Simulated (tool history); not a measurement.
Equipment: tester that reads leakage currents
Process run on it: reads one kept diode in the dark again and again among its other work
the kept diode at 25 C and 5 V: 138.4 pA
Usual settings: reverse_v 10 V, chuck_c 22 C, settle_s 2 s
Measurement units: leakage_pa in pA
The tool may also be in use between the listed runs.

run    hour  reverse_v  chuck_c  settle_s  leakage_pa
  1       0         10       22         2      137.73
  2    41.9         10       22         2      138.05
  3   102.1         10       22         2       137.8
  4   173.6         10       22         2      136.63
  5   220.8         10       22         2      136.84
  6   267.5         10       22         2      137.31
  7   336.7         10       21         2      124.52
  8   404.5          9       22         2      131.38
  9   478.2         10       22      3.28      136.96
 10   521.9         10       22      4.98      137.05
 11   568.4         10       22      1.12      137.81
 12   599.6         10       22      1.12      138.29
 13   634.2         10       22      1.12      137.79
 14   689.3         10       22      1.12      137.49
 15   738.4         10       22      1.12      137.12
 16   780.5         10       53      1.12     2094.31
 17   811.7         10       53      1.12     2103.04
 18   874.8         10       22         2      136.99
 19   934.5         10       22         2      136.71
 20  1003.4       14.6       22      7.72      160.08
 21    1037        3.5       43         2      582.85
 22  1071.7        1.6       22         2       61.61
 23  1117.8        1.6       27         2       99.27

Forecast run 24:
 24  1177.1        1.5       22      5.16           ?

{"run 24": {"leakage_pa": 59.93}}
Had the tool carried no hidden state, the very same run would have given leakage_pa 62.57 pA.

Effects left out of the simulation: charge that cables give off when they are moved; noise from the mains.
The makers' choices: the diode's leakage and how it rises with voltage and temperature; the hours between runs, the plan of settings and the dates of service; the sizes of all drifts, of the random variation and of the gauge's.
